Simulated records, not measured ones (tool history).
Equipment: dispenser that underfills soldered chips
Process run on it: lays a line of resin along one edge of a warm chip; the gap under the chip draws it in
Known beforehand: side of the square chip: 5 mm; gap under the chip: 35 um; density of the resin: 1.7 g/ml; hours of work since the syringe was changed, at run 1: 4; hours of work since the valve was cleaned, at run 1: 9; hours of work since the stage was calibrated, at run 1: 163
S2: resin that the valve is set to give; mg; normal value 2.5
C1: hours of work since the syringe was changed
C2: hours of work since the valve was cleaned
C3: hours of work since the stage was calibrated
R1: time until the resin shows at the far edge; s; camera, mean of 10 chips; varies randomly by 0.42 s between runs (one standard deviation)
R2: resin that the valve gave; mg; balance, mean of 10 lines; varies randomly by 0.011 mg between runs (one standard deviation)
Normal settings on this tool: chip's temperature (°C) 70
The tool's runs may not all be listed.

Run 1, hour 0: usual settings; C1 4; C2 9; C3 163. Result: R1 40.3 s, R2 2.5 mg.
At hour 4.3: new syringe of resin.
Run 2, hour 4.3: usual settings; C1 0; C2 12; C3 166. Result: R1 31.1 s, R2 2.48 mg.
Run 3, hour 12.8: usual settings; C1 6; C2 19; C3 173. Result: R1 43.4 s, R2 2.47 mg.
At hour 14: new syringe of resin.
Run 4, hour 19.9: usual settings; C1 4; C2 24; C3 178. Result: R1 40 s, R2 2.46 mg.
At hour 23.8: new syringe of resin.
Run 5, hour 29.2: usual settings; C1 4; C2 31; C3 185. Result: R1 38.7 s, R2 2.45 mg.
At hour 33.5: new syringe of resin.
Run 6, hour 33.9: usual settings; C1 0; C2 34; C3 188. Result: R1 32.6 s, R2 2.48 mg.
Run 7, hour 41.3: usual settings; C1 6; C2 40; C3 194. Result: R1 43.4 s, R2 2.46 mg.
At hour 43.3: new syringe of resin.
Run 8, hour 47.1: usual settings; C1 3; C2 44; C3 198. Result: R1 36.7 s, R2 2.44 mg.
At hour 52.9: new syringe of resin.
Run 9, hour 55.3: usual settings but chip's temperature (°C) 71; C1 2; C2 50; C3 204. Result: R1 32.5 s, R2 2.39 mg.
At hour 62.4: new syringe of resin.
At hour 64: dispensing valve cleaned and set on the balance.
Run 10, hour 64: usual settings but chip's temperature (°C) 58, S2 2.98 mg; C1 0; C2 0; C3 209. Result: R1 56.2 s, R2 2.98 mg.
Run 11, hour 69.7: usual settings but chip's temperature (°C) 78, S2 2.19 mg; C1 5; C2 4; C3 214. Result: R1 28.9 s, R2 2.19 mg.
At hour 73: new syringe of resin.
Run 12, hour 77.2: usual settings but chip's temperature (°C) 76, S2 2.35 mg; C1 3; C2 10; C3 219. Result: R1 28.8 s, R2 2.33 mg.
At hour 82.4: new syringe of resin.
Run 13, hour 84.3: usual settings but chip's temperature (°C) 76, S2 2.35 mg; C1 1; C2 15; C3 224. Result: R1 26.7 s, R2 2.35 mg.
Run 14, hour 91: usual settings but chip's temperature (°C) 64, S2 3.12 mg; C1 6; C2 20; C3 229. Result: R1 58.9 s, R2 3.09 mg.
At hour 91.8: new syringe of resin.
Run 15, hour 100.5: usual settings but chip's temperature (°C) 79, S2 2.14 mg; C1 7; C2 27; C3 236. Result: R1 30.5 s, R2 2.11 mg.
At hour 101.7: new syringe of resin.
Run 16, hour 105.8: usual settings but chip's temperature (°C) 66, S2 2.66 mg; C1 3; C2 31; C3 240. Result: R1 46.1 s, R2 2.6 mg.
At hour 111.3: new syringe of resin.
Run 17, hour 112: usual settings but chip's temperature (°C) 80, S2 2.23 mg; C1 0; C2 35; C3 244. Result: R1 20.8 s, R2 2.18 mg.
Run 18, hour 117.2: usual settings but chip's temperature (°C) 61; C1 4; C2 39; C3 248. Result: R1 62 s, R2 2.44 mg.

Alternative continuations, all from the tool just after run 18; predict every row:
At hour 120.8: new syringe of resin.
Run A, hour 122.5: usual settings but chip's temperature (°C) 74; C1 1; C2 43; C3 252. Result: R1 ?, R2 ?.
At hour 120.8: new syringe of resin.
Run B, hour 122.5: usual settings but chip's temperature (°C) 61, S2 2.14 mg; C1 1; C2 43; C3 252. Result: R1 ?, R2 ?.
At hour 120.8: new syringe of resin.
Run C, hour 122.5: usual settings but S2 2.49 mg; C1 1; C2 43; C3 252. Result: R1 ?, R2 ?.
At hour 120.8: new syringe of resin.
Run D, hour 122.5: usual settings but chip's temperature (°C) 62; C1 1; C2 43; C3 252. Result: R1 ?, R2 ?.

run    R1    R2
  A  28.7  2.42
  B  54.7  2.06
  C  34.7  2.42
  D  52.2  2.44
Without the tool's hidden state the same runs would have given:
run    R1    R2
  A  24.9  2.49
  B  47.1  2.13
  C    30  2.49
  D  45.1  2.52

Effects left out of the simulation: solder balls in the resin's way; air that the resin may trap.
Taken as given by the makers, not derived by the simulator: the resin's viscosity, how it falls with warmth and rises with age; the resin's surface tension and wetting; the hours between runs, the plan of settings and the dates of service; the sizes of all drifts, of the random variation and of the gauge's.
